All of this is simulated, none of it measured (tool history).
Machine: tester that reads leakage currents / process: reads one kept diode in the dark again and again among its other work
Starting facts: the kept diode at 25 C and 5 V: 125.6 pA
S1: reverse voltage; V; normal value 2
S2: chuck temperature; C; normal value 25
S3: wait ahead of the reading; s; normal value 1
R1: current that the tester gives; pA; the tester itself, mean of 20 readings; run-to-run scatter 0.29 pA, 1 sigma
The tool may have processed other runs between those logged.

run    hour     S1  S2    S3       R1
  1       0      2  25     1    96.03
  2   107.1      2  25     1     95.8
  3   241.2      2  25     1    96.39
  4   338.9      2  25     1    96.42
  5   470.3      2  25     1    96.26
  6   605.1      2  25     1    96.31
  7   738.5      2  25     1    95.92
  8   876.7      2  25     1    96.16
  9   945.8  17.17  25     1   190.11
 10  1027.9  17.17  25     1   189.83
 11  1157.8  17.17  25     1   189.77
     1173.3  -- chuck's temperature calibrated
 12  1327.4  17.17  25     1   188.76
 13  1408.9      2  25     1    96.41
 14  1559.1      2  25  1.23     96.3
 15  1674.1      2  25  1.23    95.48
 16  1819.9      2  25  1.23     95.9
 17  1957.3      2  25  1.23    95.85
 18  2032.8      2  25  1.23    95.73
 19  2157.2      2  25     1    96.35
 20  2228.8      2  25     1    96.74
 21  2390.8   1.08  51     1   558.41
     2440.4  -- chuck's temperature calibrated
     2475.4  -- tester calibrated
 22  2494.8   1.08  51     1   557.99
     2569.6  -- probe card cleaned and baked
 23  2612.4    2.3  51  2.07   702.52
 24  2691.5    2.3  51  2.07   701.92
 25  2829.6   3.28  44  1.05   478.87
 26  2941.2   2.61  49  1.05   634.81
 27  3036.9   7.56  58  3.39   1602.1
 28  3136.9   7.56  58  3.39  1612.66
 29  3214.9    6.8  49   0.6   850.66
 30  3376.8  15.95  25  7.22   179.47
 31  3470.3      2  32   2.5   167.96
 32  3615.2      2  46   2.5   473.87
 33  3699.4      2  46   2.5   472.16
     3712.5  -- chuck's temperature calibrated
 34    3812   7.85  57  0.37  1525.92
 35  3914.9      2  25  2.33    95.81
 36  4066.8      2  25  2.33    96.27
 37    4228   1.14  25  2.33    80.99
 38  4315.3   4.84  37  0.88   322.13
 39  4434.5      2  47  0.33   511.57

Below are 5 alternative next runs, each starting from the tool's condition after run 39. Predict each:
  A  4571.7   6.66  32     1   ?
  B  4571.7      2  49  6.07   ?
  C  4571.7  14.54  23     1   ?
  D  4571.7   7.48  25     1   ?
  E  4571.7      2  21     1   ?

run      R1
  A   241.8
  B  585.83
  C  152.92
  D  144.86
  E   69.36
Stripped of hidden state, with their random variation kept, the same runs would have yielded:
run      R1
  A  241.84
  B  586.02
  C  152.85
  D  144.85
  E   69.37

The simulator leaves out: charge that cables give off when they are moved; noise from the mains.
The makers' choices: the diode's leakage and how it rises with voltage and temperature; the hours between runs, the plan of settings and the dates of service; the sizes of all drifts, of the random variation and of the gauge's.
